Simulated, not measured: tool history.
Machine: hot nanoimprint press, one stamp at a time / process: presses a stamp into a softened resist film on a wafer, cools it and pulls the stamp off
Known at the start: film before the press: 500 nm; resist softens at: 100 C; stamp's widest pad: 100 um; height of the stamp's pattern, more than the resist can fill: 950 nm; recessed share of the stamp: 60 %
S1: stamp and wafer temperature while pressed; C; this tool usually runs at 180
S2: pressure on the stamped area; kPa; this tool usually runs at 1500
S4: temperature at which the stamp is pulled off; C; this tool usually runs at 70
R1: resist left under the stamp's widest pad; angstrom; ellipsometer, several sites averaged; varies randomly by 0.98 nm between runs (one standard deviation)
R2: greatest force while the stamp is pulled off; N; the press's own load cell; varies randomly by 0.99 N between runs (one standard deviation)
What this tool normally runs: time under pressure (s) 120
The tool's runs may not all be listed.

Run 1, day 0.000: usual settings. Result: R1 2060 angstrom, R2 219.6 N.
Run 2, day 0.454: usual settings. Result: R1 2054 angstrom, R2 217.1 N.
At day 1.329: stamp cleaned and given a new release coat.
Run 3, day 1.367: usual settings. Result: R1 2076 angstrom, R2 217.5 N.
Run 4, day 1.992: usual settings. Result: R1 2065 angstrom, R2 215.8 N.
Run 5, day 2.300: usual settings but S4 77 C. Result: R1 2073 angstrom, R2 202.8 N.
Run 6, day 2.979: usual settings but S4 68 C. Result: R1 2056 angstrom, R2 218.4 N.
Run 7, day 3.596: usual settings but S4 68 C. Result: R1 2075 angstrom, R2 221.4 N.
Run 8, day 4.100: usual settings. Result: R1 2057 angstrom, R2 213.8 N.
Run 9, day 4.575: usual settings. Result: R1 2057 angstrom, R2 215.9 N.
Run 10, day 5.083: usual settings. Result: R1 2051 angstrom, R2 216.3 N.
Run 11, day 5.621: usual settings but S4 65 C. Result: R1 2073 angstrom, R2 223.3 N.
Run 12, day 6.146: usual settings but S2 2340 kPa, S4 65 C. Result: R1 1661 angstrom, R2 223.1 N.
Run 13, day 6.588: usual settings but time under pressure (s) 170. Result: R1 1807 angstrom, R2 214.3 N.
Run 14, day 7.012: usual settings but time under pressure (s) 170. Result: R1 1802 angstrom, R2 214.4 N.
At day 7.496: stamp cleaned and given a new release coat.
Run 15, day 7.788: usual settings but time under pressure (s) 170. Result: R1 1794 angstrom, R2 213.1 N.
Run 16, day 8.446: usual settings but time under pressure (s) 69. Result: R1 2534 angstrom, R2 214.9 N.
Run 17, day 8.962: usual settings but S2 1400 kPa, time under pressure (s) 77. Result: R1 2512 angstrom, R2 214.3 N.
Run 18, day 9.562: usual settings but S1 177 C, S2 1060 kPa, time under pressure (s) 72. Result: R1 3171 angstrom, R2 212.8 N.
Run 19, day 10.229: usual settings but S1 177 C, S2 1060 kPa, time under pressure (s) 72. Result: R1 3134 angstrom, R2 211.2 N.
At day 10.700: gauge calibrated.
Run 20, day 10.867: usual settings but S2 990 kPa, time under pressure (s) 115, S4 78 C. Result: R1 2545 angstrom, R2 202.2 N.
Run 21, day 11.458: usual settings but S2 990 kPa, time under pressure (s) 115, S4 78 C. Result: R1 2497 angstrom, R2 200.8 N.
Run 22, day 12.029: usual settings but S1 191 C, S2 990 kPa, time under pressure (s) 115, S4 78 C. Result: R1 1737 angstrom, R2 203.2 N.
Run 23, day 12.617: usual settings but S1 191 C, S2 990 kPa, time under pressure (s) 60, S4 78 C. Result: R1 2261 angstrom, R2 202.7 N.
Run 24, day 13.108: usual settings but S2 2270 kPa, time under pressure (s) 115, S4 72 C. Result: R1 1723 angstrom, R2 213.7 N.
At day 13.642: stamp cleaned and given a new release coat.
Run 25, day 14.042: usual settings but S2 2270 kPa, time under pressure (s) 115, S4 72 C. Result: R1 1709 angstrom, R2 210.7 N.
Run 26, day 14.442: usual settings but S1 181 C, S2 1700 kPa. Result: R1 1864 angstrom, R2 216.5 N.
Run 27, day 14.796: usual settings but S1 181 C, S2 1650 kPa. Result: R1 1894 angstrom, R2 214.9 N.
Run 28, day 15.217: usual settings but S1 181 C, S2 2280 kPa. Result: R1 1617 angstrom, R2 216.0 N.
Run 29, day 15.629: usual settings but S1 178 C, S2 2280 kPa. Result: R1 1815 angstrom, R2 214.3 N.
Run 30, day 16.154: usual settings but S1 169 C, S2 1990 kPa, time under pressure (s) 98, S4 75 C. Result: R1 2940 angstrom, R2 207.0 N.
Run 31, day 16.525: usual settings but S1 169 C, S2 1140 kPa, time under pressure (s) 98, S4 58 C. Result: R1 3536 angstrom, R2 235.4 N.

Subtracting, for every run, the result it would have given without the tool's unlogged condition from the measured result gives the following. The same run-to-run variation enters both numbers; the gauge's scatter may not:
The tool's hidden condition here consists of: true temperature over the reading, C; pressure that arrives at the usual setting, %; grip of the stamp's worn release coat, % over a new coat's; drift of the gauge itself on residual_nm, %; drift of the gauge itself on pull_off_n, %.
run    R2
  1  +0.4
  2  +0.3
  3  -0.7
  4  -1.0
  5  -0.9
  6  -1.4
  7  -1.7
  8  -1.9
  9  -2.0
 10  -2.3
 11  -2.6
 12  -2.8
 13  -2.9
 14  -3.1
 15  -3.9
 16  -4.3
 17  -4.5
 18  -4.8
 19  -5.0
 20  +0.2
 21  -0.1
 22  -0.4
 23  -0.6
 24  -0.8
 25  -1.7
 26  -1.9
 27  -2.0
 28  -2.3
 29  -2.4
 30  -2.5
 31  -3.1
R1: differs from the measured result by no more than 7 angstrom in any run.

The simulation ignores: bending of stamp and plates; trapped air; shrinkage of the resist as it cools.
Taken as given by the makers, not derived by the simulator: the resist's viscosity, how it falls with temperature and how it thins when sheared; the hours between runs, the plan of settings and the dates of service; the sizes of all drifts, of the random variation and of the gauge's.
